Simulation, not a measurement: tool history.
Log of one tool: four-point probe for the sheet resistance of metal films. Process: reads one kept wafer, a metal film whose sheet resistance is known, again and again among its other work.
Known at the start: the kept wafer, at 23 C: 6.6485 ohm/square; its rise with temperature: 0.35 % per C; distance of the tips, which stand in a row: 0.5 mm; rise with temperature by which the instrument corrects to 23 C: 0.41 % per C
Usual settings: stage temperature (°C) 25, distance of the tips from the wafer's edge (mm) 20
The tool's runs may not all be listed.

run,hour,stage temperature (°C),distance of the tips from the wafer's edge (mm),sheet resistance as the instrument gives it (ohm/square)
1,0,25,20,6.634205
2,24.8,25,20,6.63463
3,61.6,25,20,6.630211
4,84.1,25,20,6.631515
5,126.8,25,20,6.629454
6,165.2,21,20,6.643221
7,196.1,21,20,6.642254
8,236.6,21,5,6.675976
9,255.5,20,5,6.678405
10,292.3,20,5,6.676972
11,320.1,25,20,6.622464
12,356,19,20,6.646709
13,384,25,10,6.625187
14,418.3,27,10,6.616628
15,459,27,10,6.614347
16,487.6,31,53,6.588473
17,514.7,31,53,6.588841
18,553.7,24,41,6.612579
19,583.4,35,60,6.572386
20,616.2,22,20,6.622784

Forecast run 21:
21,644.2,22,20,?

Run 21 gave sheet resistance as the instrument gives it (ohm/square) 6.62261.
Without the tool's hidden state the same run would have given sheet resistance as the instrument gives it (ohm/square) 6.656893.

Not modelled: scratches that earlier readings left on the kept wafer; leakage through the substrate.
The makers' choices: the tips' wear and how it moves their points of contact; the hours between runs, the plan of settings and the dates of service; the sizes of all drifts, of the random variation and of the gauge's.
